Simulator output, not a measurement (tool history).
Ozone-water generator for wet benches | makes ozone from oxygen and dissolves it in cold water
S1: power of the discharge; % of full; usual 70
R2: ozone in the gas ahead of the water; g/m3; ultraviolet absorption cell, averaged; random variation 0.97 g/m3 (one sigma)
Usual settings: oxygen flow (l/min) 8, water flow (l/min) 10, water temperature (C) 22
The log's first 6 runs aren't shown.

{"run": 7, "day": 5.554, "S1": 70, "oxygen flow (l/min)": 8, "water flow (l/min)": 10, "water temperature (C)": 22, "dissolved ozone (ppm)": 18.3, "R2": 161.5}
{"run": 8, "day": 6.125, "S1": 70, "oxygen flow (l/min)": 8, "water flow (l/min)": 10, "water temperature (C)": 22, "dissolved ozone (ppm)": 18.6, "R2": 162.6}
{"run": 9, "day": 7.475, "S1": 70, "oxygen flow (l/min)": 8, "water flow (l/min)": 10, "water temperature (C)": 22, "dissolved ozone (ppm)": 18.4, "R2": 163.1}
{"run": 10, "day": 8.096, "S1": 70, "oxygen flow (l/min)": 4.5, "water flow (l/min)": 10, "water temperature (C)": 22, "dissolved ozone (ppm)": 19.1, "R2": 204.2}
{"run": 11, "day": 9.304, "S1": 70, "oxygen flow (l/min)": 4.5, "water flow (l/min)": 10, "water temperature (C)": 22, "dissolved ozone (ppm)": 19.1, "R2": 203}
{"run": 12, "day": 10.412, "S1": 70, "oxygen flow (l/min)": 4.5, "water flow (l/min)": 10, "water temperature (C)": 22, "dissolved ozone (ppm)": 18.9, "R2": 202.9}
{"run": 13, "day": 11.404, "S1": 70, "oxygen flow (l/min)": 5.68, "water flow (l/min)": 10, "water temperature (C)": 22, "dissolved ozone (ppm)": 19.1, "R2": 186.6}
{"run": 14, "day": 12.079, "S1": 55, "oxygen flow (l/min)": 8, "water flow (l/min)": 10, "water temperature (C)": 22, "dissolved ozone (ppm)": 14.8, "R2": 131.2}
{"run": 15, "day": 12.85, "S1": 55, "oxygen flow (l/min)": 8, "water flow (l/min)": 10, "water temperature (C)": 22, "dissolved ozone (ppm)": 14.7, "R2": 131.8}
{"run": 16, "day": 13.871, "S1": 70, "oxygen flow (l/min)": 8, "water flow (l/min)": 10, "water temperature (C)": 22, "dissolved ozone (ppm)": 18.4, "R2": 162.3}
{"run": 17, "day": 14.458, "S1": 78, "oxygen flow (l/min)": 8, "water flow (l/min)": 9, "water temperature (C)": 17, "dissolved ozone (ppm)": 24.4, "R2": 177.2}
{"run": 18, "day": 15.304, "S1": 78, "oxygen flow (l/min)": 8, "water flow (l/min)": 9, "water temperature (C)": 17, "dissolved ozone (ppm)": 24.3, "R2": 179.1}
{"run": 19, "day": 16.583, "S1": 70, "oxygen flow (l/min)": 8, "water flow (l/min)": 14, "water temperature (C)": 22, "dissolved ozone (ppm)": 13.7, "R2": 160.7}
{"run": 20, "day": 17.175, "S1": 70, "oxygen flow (l/min)": 8, "water flow (l/min)": 14, "water temperature (C)": 22, "dissolved ozone (ppm)": 13.8, "R2": 162.2}
{"run": 21, "day": 18.383, "S1": 70, "oxygen flow (l/min)": 11.98, "water flow (l/min)": 10, "water temperature (C)": 22, "dissolved ozone (ppm)": 17, "R2": 138.2}
{"run": 22, "day": 19.35, "S1": 70, "oxygen flow (l/min)": 5.68, "water flow (l/min)": 9, "water temperature (C)": 22, "dissolved ozone (ppm)": 20.8, "R2": 185.3}

The next listed run, before its measurement:
{"run": 23, "day": 20.146, "S1": 63, "oxygen flow (l/min)": 5.68, "water flow (l/min)": 9, "water temperature (C)": 22, "dissolved ozone (ppm)": "?", "R2": "?"}

dissolved ozone (ppm): 18.5
R2: 169 g/m3
Without the tool's hidden state the same run would have given dissolved ozone (ppm) 19.6, R2 173.2 g/m3.
